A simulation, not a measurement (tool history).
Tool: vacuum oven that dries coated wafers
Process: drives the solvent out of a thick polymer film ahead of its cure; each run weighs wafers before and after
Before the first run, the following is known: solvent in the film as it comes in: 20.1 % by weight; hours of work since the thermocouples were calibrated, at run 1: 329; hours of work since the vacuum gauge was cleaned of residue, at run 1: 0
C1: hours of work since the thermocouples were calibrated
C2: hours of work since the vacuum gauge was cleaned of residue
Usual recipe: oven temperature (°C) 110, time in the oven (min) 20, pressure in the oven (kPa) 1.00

{"run": 1, "hour": 0.0, "oven temperature (°C)": 110, "time in the oven (min)": 20, "pressure in the oven (kPa)": 1.0, "C1": 329, "C2": 0, "solvent left in the film (%)": 3.35}
{"run": 2, "hour": 73.8, "oven temperature (°C)": 110, "time in the oven (min)": 14, "pressure in the oven (kPa)": 1.0, "C1": 380, "C2": 51, "solvent left in the film (%)": 4.74}
{"run": 3, "hour": 137.2, "oven temperature (°C)": 110, "time in the oven (min)": 20, "pressure in the oven (kPa)": 1.0, "C1": 424, "C2": 95, "solvent left in the film (%)": 3.45}
{"run": 4, "hour": 224.6, "oven temperature (°C)": 110, "time in the oven (min)": 20, "pressure in the oven (kPa)": 1.0, "C1": 485, "C2": 156, "solvent left in the film (%)": 3.46}
{"run": 5, "hour": 286.0, "oven temperature (°C)": 110, "time in the oven (min)": 20, "pressure in the oven (kPa)": 1.84, "C1": 527, "C2": 198, "solvent left in the film (%)": 5.16}
{"run": 6, "hour": 352.1, "oven temperature (°C)": 110, "time in the oven (min)": 20, "pressure in the oven (kPa)": 1.84, "C1": 573, "C2": 244, "solvent left in the film (%)": 5.2}
{"run": 7, "hour": 407.2, "oven temperature (°C)": 100, "time in the oven (min)": 20, "pressure in the oven (kPa)": 1.0, "C1": 611, "C2": 282, "solvent left in the film (%)": 6.19}
{"run": 8, "hour": 469.8, "oven temperature (°C)": 120, "time in the oven (min)": 20, "pressure in the oven (kPa)": 1.0, "C1": 655, "C2": 325, "solvent left in the film (%)": 1.93}
{"run": 9, "hour": 508.4, "oven temperature (°C)": 120, "time in the oven (min)": 20, "pressure in the oven (kPa)": 1.0, "C1": 681, "C2": 352, "solvent left in the film (%)": 1.95}
{"run": 10, "hour": 595.6, "oven temperature (°C)": 120, "time in the oven (min)": 20, "pressure in the oven (kPa)": 1.0, "C1": 742, "C2": 413, "solvent left in the film (%)": 1.96}
{"run": 11, "hour": 656.2, "oven temperature (°C)": 110, "time in the oven (min)": 20, "pressure in the oven (kPa)": 1.0, "C1": 784, "C2": 455, "solvent left in the film (%)": 3.63}
{"run": 12, "hour": 711.8, "oven temperature (°C)": 110, "time in the oven (min)": 20, "pressure in the oven (kPa)": 1.0, "C1": 822, "C2": 493, "solvent left in the film (%)": 3.79}
{"run": 13, "hour": 796.0, "oven temperature (°C)": 110, "time in the oven (min)": 19, "pressure in the oven (kPa)": 1.0, "C1": 881, "C2": 552, "solvent left in the film (%)": 3.89}
{"run": 14, "hour": 875.9, "oven temperature (°C)": 110, "time in the oven (min)": 19, "pressure in the oven (kPa)": 1.0, "C1": 936, "C2": 607, "solvent left in the film (%)": 3.86}
{"run": 15, "hour": 951.5, "oven temperature (°C)": 110, "time in the oven (min)": 19, "pressure in the oven (kPa)": 1.0, "C1": 988, "C2": 659, "solvent left in the film (%)": 3.93}
{"run": 16, "hour": 1008.0, "oven temperature (°C)": 110, "time in the oven (min)": 20, "pressure in the oven (kPa)": 1.0, "C1": 1028, "C2": 698, "solvent left in the film (%)": 3.69}
{"run": 17, "hour": 1095.1, "oven temperature (°C)": 108, "time in the oven (min)": 20, "pressure in the oven (kPa)": 1.0, "C1": 1088, "C2": 759, "solvent left in the film (%)": 4.22}
{"hour": 1172.6, "done": "oven's thermocouples calibrated"}
{"run": 18, "hour": 1173.6, "oven temperature (°C)": 108, "time in the oven (min)": 20, "pressure in the oven (kPa)": 1.0, "C1": 1, "C2": 812, "solvent left in the film (%)": 3.93}
{"run": 19, "hour": 1260.9, "oven temperature (°C)": 108, "time in the oven (min)": 20, "pressure in the oven (kPa)": 1.0, "C1": 61, "C2": 872, "solvent left in the film (%)": 4.0}
{"run": 20, "hour": 1321.8, "oven temperature (°C)": 116, "time in the oven (min)": 20, "pressure in the oven (kPa)": 1.0, "C1": 103, "C2": 914, "solvent left in the film (%)": 2.46}
{"run": 21, "hour": 1363.6, "oven temperature (°C)": 116, "time in the oven (min)": 20, "pressure in the oven (kPa)": 1.0, "C1": 132, "C2": 943, "solvent left in the film (%)": 2.59}
{"run": 22, "hour": 1421.7, "oven temperature (°C)": 116, "time in the oven (min)": 20, "pressure in the oven (kPa)": 1.0, "C1": 173, "C2": 984, "solvent left in the film (%)": 2.59}
{"run": 23, "hour": 1467.4, "oven temperature (°C)": 112, "time in the oven (min)": 20, "pressure in the oven (kPa)": 1.0, "C1": 204, "C2": 1015, "solvent left in the film (%)": 3.26}
{"run": 24, "hour": 1519.2, "oven temperature (°C)": 112, "time in the oven (min)": 20, "pressure in the oven (kPa)": 1.0, "C1": 240, "C2": 1051, "solvent left in the film (%)": 3.39}
{"run": 25, "hour": 1582.5, "oven temperature (°C)": 112, "time in the oven (min)": 20, "pressure in the oven (kPa)": 1.0, "C1": 284, "C2": 1095, "solvent left in the film (%)": 3.42}
{"run": 26, "hour": 1668.0, "oven temperature (°C)": 112, "time in the oven (min)": 20, "pressure in the oven (kPa)": 1.0, "C1": 343, "C2": 1154, "solvent left in the film (%)": 3.3}
{"run": 27, "hour": 1722.8, "oven temperature (°C)": 123, "time in the oven (min)": 13, "pressure in the oven (kPa)": 0.67, "C1": 381, "C2": 1192, "solvent left in the film (%)": 2.02}
{"run": 28, "hour": 1765.1, "oven temperature (°C)": 111, "time in the oven (min)": 22, "pressure in the oven (kPa)": 0.5, "C1": 411, "C2": 1222, "solvent left in the film (%)": 2.25}
{"run": 29, "hour": 1846.1, "oven temperature (°C)": 98, "time in the oven (min)": 30, "pressure in the oven (kPa)": 2.21, "C1": 467, "C2": 1278, "solvent left in the film (%)": 9.54}
{"run": 30, "hour": 1900.4, "oven temperature (°C)": 99, "time in the oven (min)": 34, "pressure in the oven (kPa)": 1.0, "C1": 504, "C2": 1315, "solvent left in the film (%)": 5.12}
{"run": 31, "hour": 1986.9, "oven temperature (°C)": 111, "time in the oven (min)": 27, "pressure in the oven (kPa)": 1.28, "C1": 564, "C2": 1375, "solvent left in the film (%)": 3.58}
{"run": 32, "hour": 2068.6, "oven temperature (°C)": 111, "time in the oven (min)": 27, "pressure in the oven (kPa)": 0.98, "C1": 621, "C2": 1432, "solvent left in the film (%)": 2.99}
{"run": 33, "hour": 2116.0, "oven temperature (°C)": 111, "time in the oven (min)": 34, "pressure in the oven (kPa)": 2.58, "C1": 654, "C2": 1465, "solvent left in the film (%)": 6.16}
{"run": 34, "hour": 2203.7, "oven temperature (°C)": 98, "time in the oven (min)": 12, "pressure in the oven (kPa)": 0.96, "C1": 714, "C2": 1526, "solvent left in the film (%)": 10.2}
{"run": 35, "hour": 2249.6, "oven temperature (°C)": 95, "time in the oven (min)": 20, "pressure in the oven (kPa)": 1.02, "C1": 746, "C2": 1557, "solvent left in the film (%)": 8.76}
{"run": 36, "hour": 2329.4, "oven temperature (°C)": 95, "time in the oven (min)": 20, "pressure in the oven (kPa)": 1.02, "C1": 802, "C2": 1613, "solvent left in the film (%)": 9.03}
{"run": 37, "hour": 2391.4, "oven temperature (°C)": 105, "time in the oven (min)": 23, "pressure in the oven (kPa)": 1.11, "C1": 844, "C2": 1656, "solvent left in the film (%)": 5.38}
{"run": 38, "hour": 2477.5, "oven temperature (°C)": 110, "time in the oven (min)": 20, "pressure in the oven (kPa)": 0.62, "C1": 904, "C2": 1715, "solvent left in the film (%)": 3.33}
{"run": 39, "hour": 2550.8, "oven temperature (°C)": 110, "time in the oven (min)": 23, "pressure in the oven (kPa)": 3.52, "C1": 955, "C2": 1766, "solvent left in the film (%)": 9.54}
{"run": 40, "hour": 2609.9, "oven temperature (°C)": 116, "time in the oven (min)": 29, "pressure in the oven (kPa)": 1.0, "C1": 996, "C2": 1807, "solvent left in the film (%)": 2.51}
{"run": 41, "hour": 2700.4, "oven temperature (°C)": 124, "time in the oven (min)": 12, "pressure in the oven (kPa)": 1.13, "C1": 1059, "C2": 1870, "solvent left in the film (%)": 3.05}
{"run": 42, "hour": 2760.4, "oven temperature (°C)": 124, "time in the oven (min)": 21, "pressure in the oven (kPa)": 1.13, "C1": 1100, "C2": 1911, "solvent left in the film (%)": 2.11}
{"hour": 2819.4, "done": "oven's thermocouples calibrated"}
{"run": 43, "hour": 2823.1, "oven temperature (°C)": 124, "time in the oven (min)": 21, "pressure in the oven (kPa)": 1.13, "C1": 3, "C2": 1953, "solvent left in the film (%)": 1.9}
{"run": 44, "hour": 2890.3, "oven temperature (°C)": 124, "time in the oven (min)": 21, "pressure in the oven (kPa)": 1.13, "C1": 49, "C2": 2000, "solvent left in the film (%)": 1.96}
{"run": 45, "hour": 2975.9, "oven temperature (°C)": 110, "time in the oven (min)": 17, "pressure in the oven (kPa)": 0.53, "C1": 108, "C2": 2059, "solvent left in the film (%)": 3.3}
{"run": 46, "hour": 3029.5, "oven temperature (°C)": 118, "time in the oven (min)": 20, "pressure in the oven (kPa)": 1.0, "C1": 146, "C2": 2096, "solvent left in the film (%)": 2.39}
{"run": 47, "hour": 3067.5, "oven temperature (°C)": 118, "time in the oven (min)": 20, "pressure in the oven (kPa)": 1.0, "C1": 172, "C2": 2123, "solvent left in the film (%)": 2.42}

Each row is a separate what-if for the run after 47, all from the same tool condition, not one after another. Results?
{"run": "A", "hour": 3159.4, "oven temperature (°C)": 116, "time in the oven (min)": 35, "pressure in the oven (kPa)": 0.64, "C1": 236, "C2": 2186, "solvent left in the film (%)": "?"}
{"run": "B", "hour": 3159.4, "oven temperature (°C)": 114, "time in the oven (min)": 27, "pressure in the oven (kPa)": 1.11, "C1": 236, "C2": 2186, "solvent left in the film (%)": "?"}
{"run": "C", "hour": 3159.4, "oven temperature (°C)": 110, "time in the oven (min)": 15, "pressure in the oven (kPa)": 3.59, "C1": 236, "C2": 2186, "solvent left in the film (%)": "?"}
{"run": "D", "hour": 3159.4, "oven temperature (°C)": 101, "time in the oven (min)": 32, "pressure in the oven (kPa)": 1.06, "C1": 236, "C2": 2186, "solvent left in the film (%)": "?"}

run=A solvent_left_in_the_film_(%)=1.61
run=B solvent_left_in_the_film_(%)=2.77
run=C solvent_left_in_the_film_(%)=9.64
run=D solvent_left_in_the_film_(%)=4.77
With no hidden state in the tool, these same runs would have given:
run=A solvent_left_in_the_film_(%)=1.15
run=B solvent_left_in_the_film_(%)=2.27
run=C solvent_left_in_the_film_(%)=9.04
run=D solvent_left_in_the_film_(%)=3.99

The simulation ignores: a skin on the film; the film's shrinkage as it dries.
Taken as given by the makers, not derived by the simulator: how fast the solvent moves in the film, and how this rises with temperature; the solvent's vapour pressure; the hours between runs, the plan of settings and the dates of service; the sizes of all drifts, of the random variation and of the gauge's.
